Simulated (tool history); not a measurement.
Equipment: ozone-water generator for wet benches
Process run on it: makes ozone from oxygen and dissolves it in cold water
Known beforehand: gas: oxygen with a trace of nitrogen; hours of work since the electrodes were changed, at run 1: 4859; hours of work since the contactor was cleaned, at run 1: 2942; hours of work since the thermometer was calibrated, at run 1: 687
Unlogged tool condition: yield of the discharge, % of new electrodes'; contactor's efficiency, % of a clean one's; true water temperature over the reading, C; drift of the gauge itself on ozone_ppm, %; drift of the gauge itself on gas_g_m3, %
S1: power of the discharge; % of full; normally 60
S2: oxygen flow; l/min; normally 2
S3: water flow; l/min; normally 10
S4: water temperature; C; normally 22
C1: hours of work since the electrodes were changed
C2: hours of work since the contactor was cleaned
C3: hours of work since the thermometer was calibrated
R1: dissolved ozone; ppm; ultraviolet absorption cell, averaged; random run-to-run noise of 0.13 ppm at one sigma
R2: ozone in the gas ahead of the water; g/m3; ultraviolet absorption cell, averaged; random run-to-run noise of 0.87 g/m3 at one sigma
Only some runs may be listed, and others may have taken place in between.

run	hour	S1	S2	S3	S4	C1	C2	C3	R1	R2
1	0	60	2	10	22	4859	2942	687	11.7	127.2
2	72.9	60	2	10	14	4930	3013	758	12.9	127.1
3	178.4	60	2	10	14	5032	3116	861	12.8	126
4	278.7	60	3.01	10	22	5130	3213	958	12.3	108
5	363.2	60	3.01	10	22	5212	3296	1040	12.5	108.4
6	414	60	3.01	10	22	5262	3345	1090	12.2	108.1
7	482.7	60	3.01	10	22	5328	3412	1157	12.1	109.4
8	587.5	60	3.01	10	22	5430	3514	1259	12	107.1
# hour 661.1: contactor cleaned
9	661.1	60	3.03	10	22	5498	0	1326	12.4	107.8
10	785.3	60	2	15	16	5619	121	1447	9	127.4
11	910.1	69	2	15	26	5741	242	1569	8.7	136.6
12	991.5	49	3.12	12	15	5820	322	1648	11.1	95.3
13	1073.8	60	1.65	7	15	5900	402	1728	15.7	133.3
14	1191.8	60	2	8	22	6015	516	1843	13.6	124.5
15	1286.8	60	2	8	22	6107	609	1935	13.7	125.7
16	1369.2	77	2	12	19	6187	689	2016	11.8	140.6
17	1466.1	52	1.07	8	23	6282	783	2110	10.6	145.6

Alternative continuations, all from the tool just after run 17; predict every row:
A	1542.7	60	2	9	22	6356	858	2184	?	?
B	1542.7	44	2.63	12	22	6356	858	2184	?	?
C	1542.7	42	2	10	19	6356	858	2184	?	?
D	1542.7	52	1.11	16	19	6356	858	2184	?	?

run	R1	R2
A	12.5	122.3
B	9	95.6
C	9.9	102.8
D	6	143.5
Had the tool no hidden state, the same runs would have come out as:
run	R1	R2
A	14.4	139.8
B	10.2	106.6
C	11.1	114.1
D	6.8	162.2
